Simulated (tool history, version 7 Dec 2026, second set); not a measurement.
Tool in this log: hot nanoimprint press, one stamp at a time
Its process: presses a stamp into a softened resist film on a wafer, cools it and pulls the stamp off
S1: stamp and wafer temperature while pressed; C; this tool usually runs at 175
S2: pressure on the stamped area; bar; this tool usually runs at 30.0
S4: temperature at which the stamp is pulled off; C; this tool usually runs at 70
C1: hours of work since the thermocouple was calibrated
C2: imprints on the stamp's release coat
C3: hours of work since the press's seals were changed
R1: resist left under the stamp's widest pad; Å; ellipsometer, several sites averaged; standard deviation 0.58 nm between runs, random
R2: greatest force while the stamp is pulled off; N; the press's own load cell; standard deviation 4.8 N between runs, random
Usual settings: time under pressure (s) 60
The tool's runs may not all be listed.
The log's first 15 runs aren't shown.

run 16 hour=446.6 | S1=165 S2=35.2 time_under_pressure_(s)=60 S4=70 | C1=244 C2=311 C3=678 | R1=1799 R2=253
run 17 hour=473.4 | S1=163 S2=29.6 time_under_pressure_(s)=60 S4=56 | C1=259 C2=413 C3=692 | R1=2033 R2=339
run 18 hour=497.6 | S1=184 S2=32.0 time_under_pressure_(s)=30 S4=71 | C1=272 C2=505 C3=706 | R1=1296 R2=255
run 19 hour=523.6 | S1=184 S2=32.0 time_under_pressure_(s)=30 S4=71 | C1=287 C2=604 C3=720 | R1=1292 R2=254
run 20 hour=555.9 | S1=175 S2=30.0 time_under_pressure_(s)=74 S4=58 | C1=305 C2=727 C3=738 | R1=1235 R2=358
run 21 hour=575.8 | S1=175 S2=30.0 time_under_pressure_(s)=74 S4=58 | C1=316 C2=802 C3=749 | R1=1237 R2=352
run 22 hour=597.8 | S1=169 S2=22.8 time_under_pressure_(s)=60 S4=58 | C1=328 C2=886 C3=761 | R1=1815 R2=380
run 23 hour=631.8 | S1=174 S2=39.6 time_under_pressure_(s)=30 S4=74 | C1=347 C2=1015 C3=780 | R1=1616 R2=255
run 24 hour=674.0 | S1=183 S2=24.7 time_under_pressure_(s)=49 S4=59 | C1=370 C2=1176 C3=804 | R1=1209 R2=385
run 25 hour=714.5 | S1=166 S2=19.3 time_under_pressure_(s)=60 S4=70 | C1=392 C2=1330 C3=826 | R1=2063 R2=306
-- hour=730.0 stamp cleaned and given a new release coat
run 26 hour=756.9 | S1=166 S2=20.4 time_under_pressure_(s)=60 S4=57 | C1=413 C2=102 C3=846 | R1=2030 R2=315
run 27 hour=781.7 | S1=166 S2=20.4 time_under_pressure_(s)=60 S4=57 | C1=426 C2=197 C3=860 | R1=2040 R2=319
run 28 hour=805.8 | S1=175 S2=19.1 time_under_pressure_(s)=34 S4=60 | C1=440 C2=288 C3=873 | R1=1922 R2=313
run 29 hour=824.0 | S1=175 S2=25.8 time_under_pressure_(s)=60 S4=60 | C1=450 C2=357 C3=883 | R1=1419 R2=316
run 30 hour=863.8 | S1=175 S2=30.0 time_under_pressure_(s)=88 S4=73 | C1=472 C2=509 C3=905 | R1=1138 R2=242
run 31 hour=904.9 | S1=175 S2=40.1 time_under_pressure_(s)=89 S4=73 | C1=494 C2=665 C3=928 | R1=992 R2=237

Below are 3 alternative next runs, each starting from the tool's condition after run 31. Predict each:
run A hour=925.4 | S1=175 S2=30.0 time_under_pressure_(s)=60 S4=69 | C1=506 C2=743 C3=939 | R1=? R2=?
run B hour=925.4 | S1=181 S2=40.1 time_under_pressure_(s)=76 S4=71 | C1=506 C2=743 C3=939 | R1=? R2=?
run C hour=925.4 | S1=175 S2=30.0 time_under_pressure_(s)=116 S4=70 | C1=506 C2=743 C3=939 | R1=? R2=?

run=A R1=1320 R2=275
run=B R1=842 R2=264
run=C R1=1004 R2=263
Had the tool no hidden state, the same runs would have come out as:
run=A R1=1389 R2=241
run=B R1=885 R2=232
run=C R1=1063 R2=231
